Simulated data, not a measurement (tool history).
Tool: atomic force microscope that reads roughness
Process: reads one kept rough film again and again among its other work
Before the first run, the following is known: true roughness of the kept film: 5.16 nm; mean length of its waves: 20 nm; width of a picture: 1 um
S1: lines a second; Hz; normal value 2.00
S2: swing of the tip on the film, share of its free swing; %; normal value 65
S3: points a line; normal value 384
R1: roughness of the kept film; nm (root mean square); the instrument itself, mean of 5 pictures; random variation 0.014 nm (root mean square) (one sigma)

run	hour	S1	S2	S3	R1
1	0.0	2.00	65	384	3.439
# hour 8.1: new tip fitted
2	27.4	2.00	65	883	3.480
3	72.2	2.00	65	656	3.483
4	101.7	2.00	65	384	3.434
# hour 118.0: new tip fitted
5	153.6	2.00	65	384	3.470
6	196.6	2.00	85	384	3.005
# hour 227.0: new tip fitted
7	250.6	2.00	85	384	3.032
8	288.6	2.00	65	384	3.426
# hour 335.8: new tip fitted
9	340.2	2.00	65	384	3.467
10	373.0	2.00	65	384	3.440
11	412.2	2.00	65	384	3.452
# hour 443.9: new tip fitted
12	450.4	2.00	65	384	3.448
13	476.7	2.00	65	384	3.475
14	522.3	2.00	81	384	3.148
# hour 552.8: new tip fitted
15	571.6	2.00	81	384	3.128
16	607.9	2.00	65	384	3.449
17	639.7	2.00	65	384	3.451
# hour 661.8: new tip fitted
18	680.5	1.91	65	384	3.493
19	723.1	1.91	65	384	3.449

Run 20, settings as shown, results not yet in. Your forecast:
20	763.1	2.74	65	384	?

{"run 20": {"R1": 3.346}}
Without the tool's hidden state the same run would have given R1 3.368 nm (root mean square).

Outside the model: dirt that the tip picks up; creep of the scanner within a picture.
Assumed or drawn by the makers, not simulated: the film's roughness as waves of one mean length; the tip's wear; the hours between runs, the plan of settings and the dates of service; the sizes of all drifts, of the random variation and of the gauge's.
